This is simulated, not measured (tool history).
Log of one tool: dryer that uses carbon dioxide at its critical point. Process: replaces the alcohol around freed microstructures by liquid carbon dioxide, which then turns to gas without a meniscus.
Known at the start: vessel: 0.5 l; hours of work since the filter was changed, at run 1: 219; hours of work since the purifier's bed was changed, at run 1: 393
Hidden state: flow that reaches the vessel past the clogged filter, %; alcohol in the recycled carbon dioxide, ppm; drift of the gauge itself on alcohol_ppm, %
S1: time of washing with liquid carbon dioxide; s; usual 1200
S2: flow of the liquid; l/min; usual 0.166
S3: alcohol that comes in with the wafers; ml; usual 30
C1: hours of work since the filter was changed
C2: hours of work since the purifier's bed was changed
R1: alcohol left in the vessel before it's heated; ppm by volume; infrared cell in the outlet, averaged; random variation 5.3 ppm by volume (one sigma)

run 1 hour=0.0 | S1=1200 S2=0.166 S3=30 | C1=219 C2=393 | R1=211
run 2 hour=23.9 | S1=1200 S2=0.166 S3=84 | C1=229 C2=403 | R1=532
run 3 hour=53.7 | S1=1200 S2=0.166 S3=30 | C1=242 C2=417 | R1=206
run 4 hour=71.8 | S1=720 S2=0.166 S3=30 | C1=250 C2=425 | R1=1881
run 5 hour=91.2 | S1=720 S2=0.166 S3=30 | C1=259 C2=433 | R1=1841
run 6 hour=121.3 | S1=720 S2=0.166 S3=30 | C1=272 C2=447 | R1=1948
run 7 hour=157.8 | S1=720 S2=0.166 S3=30 | C1=289 C2=463 | R1=1990
run 8 hour=196.1 | S1=1200 S2=0.166 S3=30 | C1=305 C2=480 | R1=232
run 9 hour=225.5 | S1=1200 S2=0.166 S3=30 | C1=318 C2=493 | R1=227
run 10 hour=255.0 | S1=1200 S2=0.166 S3=30 | C1=332 C2=506 | R1=262
run 11 hour=290.8 | S1=1200 S2=0.166 S3=30 | C1=347 C2=522 | R1=247
run 12 hour=323.1 | S1=1200 S2=0.166 S3=30 | C1=362 C2=536 | R1=263
run 13 hour=356.9 | S1=1020 S2=0.209 S3=101 | C1=377 C2=551 | R1=535
run 14 hour=382.2 | S1=1020 S2=0.209 S3=101 | C1=388 C2=562 | R1=529
run 15 hour=400.4 | S1=1020 S2=0.209 S3=101 | C1=396 C2=570 | R1=527
run 16 hour=425.7 | S1=1200 S2=0.103 S3=25 | C1=407 C2=581 | R1=1767
run 17 hour=450.2 | S1=960 S2=0.103 S3=25 | C1=418 C2=592 | R1=3468
run 18 hour=481.3 | S1=1140 S2=0.226 S3=47 | C1=432 C2=606 | R1=111
run 19 hour=518.6 | S1=1140 S2=0.226 S3=47 | C1=448 C2=622 | R1=114
run 20 hour=535.2 | S1=1140 S2=0.104 S3=92 | C1=455 C2=630 | R1=7586
-- hour=537.8 inlet filter changed
run 21 hour=570.6 | S1=1140 S2=0.104 S3=103 | C1=15 C2=645 | R1=5696
run 22 hour=602.7 | S1=780 S2=0.166 S3=106 | C1=29 C2=659 | R1=3820
run 23 hour=634.2 | S1=780 S2=0.166 S3=106 | C1=43 C2=673 | R1=3917

3 ways to go on from here, each from the tool as it stands after run 23. What would each give?
run A hour=671.4 | S1=780 S2=0.251 S3=91 | C1=59 C2=689 | R1=?
run B hour=671.4 | S1=840 S2=0.135 S3=44 | C1=59 C2=689 | R1=?
run C hour=671.4 | S1=1200 S2=0.162 S3=30 | C1=59 C2=689 | R1=?

run=A R1=430
run=B R1=2833
run=C R1=198
Without the tool's hidden state the same runs would have given:
run=A R1=347
run=B R1=2615
run=C R1=140
